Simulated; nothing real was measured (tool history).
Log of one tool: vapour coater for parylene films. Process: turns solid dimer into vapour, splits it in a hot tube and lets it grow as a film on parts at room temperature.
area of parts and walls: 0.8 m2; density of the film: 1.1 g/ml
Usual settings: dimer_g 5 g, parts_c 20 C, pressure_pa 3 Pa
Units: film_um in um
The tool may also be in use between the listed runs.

run	hour	dimer_g	parts_c	pressure_pa	film_um
1	0	5	20	3	4.17
2	40	5	20	3	4.18
3	83.2	3	20	3	2.44
4	136.6	5	20	6.87	3.62
5	170.2	5	20	6.87	3.56
6	218.5	5	20	3	3.97
7	252.9	5	20	3	4
8	289	5	20	3	3.95
9	328.7	5	20	3	3.92
10	350.7	5	13	3	5.11
11	374.8	5	20	3	3.94
12	424.7	5	25	3	3.13
13	469.3	5	25	3	3.14
# hour 489.1: trap's valve overhauled
14	522.8	5	25	3	3.56
15	556.6	6	20	3	5.12
16	587.4	5	18	2.79	4.63
17	629.4	2	16	6.52	1.78
18	659.3	2	16	6.52	1.74
19	684.4	3	31	8.52	1.43
20	716.4	7	20	3	5.8
21	754.9	4	14	3	4.16
22	792	7	19	2.82	5.97
23	830.2	6	20	2.53	4.94
24	874.8	3	13	7.01	2.83
25	905.1	3	13	7.01	2.77
# hour 932.7: table's thermometer calibrated
26	960.5	5	24	7.01	3.09

Some steps in film_um between neighbouring runs. How much of each would the tool show without its hidden state too (settings, what came in, random variation), and how much is left for the hidden state, with any gauge scatter that isn't in both results?
The hidden state here: vapour lost through the trap's worn valve, %; true temperature of the parts over the reading, C; drift of the gauge itself on film_um, %.
Run 13 -> 14: trap's valve overhauled. film_um +0.42 um: hidden state +0.38, all else +0.04.
Run 16 -> 17: dimer_g 5 -> 2, parts_c 18 -> 16, pressure_pa 2.79 -> 6.52. film_um -2.85 um: hidden state +0.12, all else -2.97.
Run 19 -> 20: dimer_g 3 -> 7, parts_c 31 -> 20, pressure_pa 8.52 -> 3. film_um +4.37 um: hidden state -0.3, all else +4.67.
